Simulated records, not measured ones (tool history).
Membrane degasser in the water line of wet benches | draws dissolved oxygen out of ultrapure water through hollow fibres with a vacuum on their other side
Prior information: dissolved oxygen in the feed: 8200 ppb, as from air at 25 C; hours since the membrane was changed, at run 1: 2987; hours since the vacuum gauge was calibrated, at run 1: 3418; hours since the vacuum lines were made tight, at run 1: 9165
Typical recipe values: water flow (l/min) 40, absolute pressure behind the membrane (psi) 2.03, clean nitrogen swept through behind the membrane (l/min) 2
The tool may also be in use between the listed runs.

run,day,water flow (l/min),absolute pressure behind the membrane (psi),clean nitrogen swept through behind the membrane (l/min),hours since the membrane was changed,hours since the vacuum gauge was calibrated,hours since the vacuum lines were made tight,dissolved oxygen in the water behind the degasser (ppb),pressure that the water loses in the fibres (psi)
1,0,40,2.03,2,2987,3418,9165,541.7,9.258
2,2.183,40,2.03,2,3040,3470,9218,551.6,9.274
3,4.704,40,2.03,2,3100,3531,9278,541.6,9.301
4,8.579,40,2.03,2,3193,3624,9371,549.5,9.246
5,10.846,40,2.03,2,3248,3678,9426,537.2,9.232
6,14.912,40,2.03,2,3345,3776,9523,547.2,9.253
7,18.212,24,2.03,2,3424,3855,9602,317.7,5.526
8,22.267,40,2.03,2,3522,3952,9700,545.3,9.233
9,26.375,40,2.03,2,3620,4051,9798,544.8,9.271
10,30.508,34,2.03,2,3720,4150,9898,460.7,7.877
11,33.1,34,2.03,2,3782,4212,9960,453.5,7.835
12,35.804,40,3.42,2,3847,4277,10025,905.3,9.248
# day 37.346: vacuum gauge calibrated
13,39.183,40,2.03,2,3927,44,10105,548.5,9.269
14,43.329,40,2.03,2,4027,144,10205,543.4,9.264
15,47.508,40,2.03,2,4127,244,10305,551.3,9.265
16,49.654,40,2.03,2,4179,295,10357,547.3,9.236
17,54.033,30,3.64,1.23,4284,400,10462,1075.1,6.915
18,58.221,40,2.03,1.3,4384,501,10562,737.9,9.271
19,60.458,40,2.03,1.3,4438,555,10616,734.9,9.272
20,63.138,40,2.03,1.3,4502,619,10680,737.6,9.165
21,67.471,40,2.03,3.32,4606,723,10784,380.9,9.3
22,69.433,39,1.54,0.86,4653,770,10831,701.2,9.036
23,71.6,39,2.39,1.17,4705,822,10883,919.6,9.101
24,75.638,39,2.39,1.17,4802,919,10980,911,9.076
25,78.954,57,3.16,2.1,4882,999,11060,1132.8,13.169
26,81.725,57,2.42,1.2,4948,1065,11126,1263.5,13.159
27,85.729,48,1.74,2,5044,1161,11222,569.2,11.184
28,89.796,41,1.46,2.12,5142,1259,11320,385.3,9.455
29,92.638,41,1.46,2.12,5210,1327,11388,385.7,9.456
30,95.546,46,1.46,3.96,5280,1397,11458,308.3,10.653

Predict the results of run 31:
31,98.829,46,1.46,3.96,5359,1476,11537,?,?

{"run 31": {"dissolved oxygen in the water behind the degasser (ppb)": 310.2, "pressure that the water loses in the fibres (psi)": 10.657}}
On a tool with no hidden condition, and with the same random variation, this run would have come out at dissolved oxygen in the water behind the degasser (ppb) 310, pressure that the water loses in the fibres (psi) 10.654.
